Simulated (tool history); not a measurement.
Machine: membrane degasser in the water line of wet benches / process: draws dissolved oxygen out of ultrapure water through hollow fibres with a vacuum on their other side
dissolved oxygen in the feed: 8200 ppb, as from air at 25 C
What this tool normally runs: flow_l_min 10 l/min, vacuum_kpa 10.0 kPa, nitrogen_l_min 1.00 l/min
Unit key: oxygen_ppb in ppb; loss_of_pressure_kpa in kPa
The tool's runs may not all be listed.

| run | day | flow_l_min | vacuum_kpa | nitrogen_l_min | oxygen_ppb | loss_of_pressure_kpa |
|---|---|---|---|---|---|---|
| 1 | 0.000 | 10 | 10.0 | 1.00 | 179.0 | 51.33 |
| 2 | 4.004 | 10 | 20.0 | 1.00 | 406.2 | 51.37 |
| 3 | 12.562 | 10 | 20.0 | 1.00 | 407.7 | 51.54 |
| 4 | 22.038 | 10 | 10.0 | 1.00 | 180.5 | 51.09 |
| 5 | 26.958 | 15 | 10.0 | 1.00 | 303.2 | 77.35 |
| 6 | 33.625 | 15 | 10.0 | 1.00 | 306.2 | 77.30 |
| 7 | 39.367 | 10 | 10.0 | 1.00 | 182.0 | 51.74 |
| 8 | 47.050 | 10 | 10.0 | 1.00 | 183.8 | 51.49 |
| 9 | 55.858 | 7 | 10.0 | 1.00 | 120.3 | 36.23 |
| 10 | 63.821 | 10 | 10.0 | 1.00 | 180.9 | 51.59 |
| 11 | 69.942 | 10 | 21.8 | 1.00 | 438.0 | 51.61 |
| 12 | 78.800 | 10 | 21.8 | 1.00 | 445.6 | 51.77 |
| 13 | 86.333 | 10 | 21.8 | 0.82 | 522.8 | 51.68 |
| 14 | 94.192 | 10 | 10.0 | 1.00 | 183.1 | 51.74 |
| 15 | 99.221 | 10 | 10.0 | 0.43 | 363.8 | 52.23 |
| 16 | 106.354 | 11 | 10.0 | 1.00 | 205.9 | 56.83 |
| 17 | 113.950 | 10 | 10.0 | 1.00 | 182.0 | 52.17 |
| 18 | 122.454 | 7 | 6.6 | 1.00 | 65.3 | 36.12 |
|  | 127.075 | vacuum gauge calibrated |
| 19 | 128.196 | 7 | 6.6 | 1.00 | 64.8 | 36.49 |
| 20 | 137.358 | 12 | 11.5 | 1.67 | 183.8 | 62.16 |
| 21 | 144.312 | 13 | 17.4 | 1.67 | 310.0 | 67.62 |
| 22 | 153.129 | 12 | 24.7 | 0.50 | 1039.4 | 62.41 |
| 23 | 160.679 | 9 | 17.5 | 1.00 | 318.8 | 46.74 |
| 24 | 169.825 | 9 | 17.5 | 1.00 | 317.3 | 47.30 |
| 25 | 178.200 | 9 | 17.5 | 1.00 | 320.2 | 46.90 |
| 26 | 186.717 | 8 | 17.5 | 1.50 | 196.9 | 41.66 |
| 27 | 195.254 | 8 | 17.5 | 1.50 | 196.0 | 42.08 |
| 28 | 203.742 | 9 | 15.2 | 1.45 | 199.4 | 46.85 |
| 29 | 212.017 | 9 | 15.2 | 1.45 | 198.3 | 47.16 |
| 30 | 219.429 | 8 | 21.7 | 1.12 | 328.8 | 41.99 |
| 31 | 223.733 | 8 | 21.7 | 1.12 | 329.2 | 41.75 |
| 32 | 233.158 | 13 | 24.7 | 2.04 | 372.1 | 68.11 |
| 33 | 241.542 | 13 | 24.7 | 2.04 | 379.3 | 68.18 |

3 options for the next run, each taken on its own from the tool as it stands now. Forecast them:
| A | 251.079 | 13 | 8.0 | 2.04 | ? | ? |
| B | 251.079 | 10 | 14.6 | 1.00 | ? | ? |
| C | 251.079 | 8 | 16.2 | 1.34 | ? | ? |

| run | oxygen_ppb | loss_of_pressure_kpa |
|---|---|---|
| A | 129.8 | 68.43 |
| B | 291.6 | 52.86 |
| C | 201.0 | 42.01 |
What these runs would have given with no unlogged condition in the tool:
| run | oxygen_ppb | loss_of_pressure_kpa |
|---|---|---|
| A | 117.8 | 65.79 |
| B | 281.1 | 50.83 |
| C | 193.4 | 40.39 |

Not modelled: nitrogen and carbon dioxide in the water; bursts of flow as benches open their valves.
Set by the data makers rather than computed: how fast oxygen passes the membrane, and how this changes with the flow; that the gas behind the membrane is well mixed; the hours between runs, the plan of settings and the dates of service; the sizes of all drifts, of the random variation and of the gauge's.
